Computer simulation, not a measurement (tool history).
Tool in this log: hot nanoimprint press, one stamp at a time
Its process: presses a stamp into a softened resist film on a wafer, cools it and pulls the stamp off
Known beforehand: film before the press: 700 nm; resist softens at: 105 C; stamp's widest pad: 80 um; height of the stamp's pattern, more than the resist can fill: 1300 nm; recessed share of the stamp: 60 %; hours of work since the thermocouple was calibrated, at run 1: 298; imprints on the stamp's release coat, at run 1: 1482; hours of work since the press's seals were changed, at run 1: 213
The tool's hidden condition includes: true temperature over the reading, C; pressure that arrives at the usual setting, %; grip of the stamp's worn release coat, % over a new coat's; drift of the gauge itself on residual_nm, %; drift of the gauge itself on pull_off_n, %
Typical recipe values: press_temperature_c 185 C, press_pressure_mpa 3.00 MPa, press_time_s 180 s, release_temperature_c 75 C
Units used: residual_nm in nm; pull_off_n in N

| run | day | press_temperature_c | press_pressure_mpa | press_time_s | release_temperature_c | hours of work since the thermocouple was calibrated | imprints on the stamp's release coat | hours of work since the press's seals were changed | residual_nm | pull_off_n |
|---|---|---|---|---|---|---|---|---|---|---|
| 1 | 0.000 | 185 | 3.00 | 180 | 75 | 298 | 1482 | 213 | 310.1 | 287 |
| 2 | 0.362 | 185 | 2.56 | 180 | 75 | 303 | 1518 | 218 | 337.3 | 285 |
| 3 | 0.583 | 185 | 2.56 | 180 | 72 | 306 | 1540 | 221 | 337.2 | 285 |
| 4 | 0.917 | 185 | 3.00 | 180 | 75 | 311 | 1573 | 226 | 311.1 | 278 |
| 5 | 1.183 | 185 | 3.00 | 180 | 75 | 315 | 1600 | 229 | 309.7 | 292 |
| 6 | 1.479 | 185 | 3.00 | 180 | 75 | 319 | 1629 | 233 | 310.3 | 300 |
| 7 | 1.746 | 192 | 3.00 | 180 | 75 | 322 | 1656 | 237 | 260.0 | 291 |
| 8 | 2.138 | 192 | 3.00 | 180 | 75 | 328 | 1695 | 243 | 258.6 | 296 |
| 9 | 2.633 | 185 | 3.00 | 95 | 75 | 335 | 1745 | 250 | 379.1 | 298 |
| 10 | 3.146 | 185 | 3.00 | 95 | 75 | 342 | 1795 | 257 | 381.5 | 300 |
| 11 | 3.425 | 185 | 3.00 | 95 | 75 | 346 | 1824 | 260 | 380.5 | 300 |
| 12 | 3.854 | 185 | 3.00 | 95 | 75 | 352 | 1866 | 266 | 381.9 | 297 |
| 13 | 4.121 | 185 | 3.00 | 95 | 75 | 355 | 1893 | 270 | 383.2 | 292 |
| 14 | 4.408 | 188 | 3.00 | 95 | 75 | 359 | 1921 | 274 | 358.5 | 302 |
| 15 | 4.650 | 188 | 3.00 | 95 | 75 | 363 | 1945 | 277 | 355.8 | 299 |
| 16 | 4.925 | 188 | 1.92 | 134 | 75 | 366 | 1973 | 281 | 398.3 | 312 |
|  | 5.404 | stamp cleaned and given a new release coat |
| 17 | 5.471 | 181 | 3.12 | 134 | 75 | 370 | 6 | 285 | 375.7 | 223 |
| 18 | 5.775 | 193 | 4.65 | 185 | 75 | 375 | 37 | 290 | 194.9 | 226 |
| 19 | 6.238 | 193 | 4.65 | 185 | 75 | 381 | 83 | 296 | 195.5 | 226 |
| 20 | 6.567 | 197 | 1.90 | 347 | 80 | 386 | 116 | 301 | 237.2 | 217 |
| 21 | 6.958 | 197 | 1.90 | 347 | 80 | 391 | 155 | 306 | 238.4 | 213 |
| 22 | 7.200 | 185 | 3.00 | 188 | 69 | 394 | 179 | 309 | 310.0 | 235 |
| 23 | 7.621 | 180 | 3.17 | 216 | 70 | 400 | 221 | 315 | 327.0 | 243 |
| 24 | 7.912 | 180 | 2.07 | 320 | 70 | 404 | 250 | 319 | 362.8 | 243 |
| 25 | 8.167 | 176 | 3.00 | 180 | 75 | 408 | 275 | 323 | 398.4 | 230 |

Forecast each of these 4 alternatives for the next run:
| A | 8.550 | 176 | 3.00 | 159 | 75 | 413 | 314 | 328 | ? | ? |
| B | 8.550 | 177 | 4.74 | 180 | 75 | 413 | 314 | 328 | ? | ? |
| C | 8.550 | 190 | 3.00 | 180 | 75 | 413 | 314 | 328 | ? | ? |
| D | 8.550 | 176 | 2.45 | 180 | 75 | 413 | 314 | 328 | ? | ? |

| run | residual_nm | pull_off_n |
|---|---|---|
| A | 411.2 | 238 |
| B | 307.1 | 232 |
| C | 274.8 | 241 |
| D | 434.9 | 235 |
Take away the tool's hidden state, keep each run's random variation, and the runs would have read:
| run | residual_nm | pull_off_n |
|---|---|---|
| A | 398.6 | 224 |
| B | 294.1 | 217 |
| C | 265.9 | 225 |
| D | 422.9 | 220 |
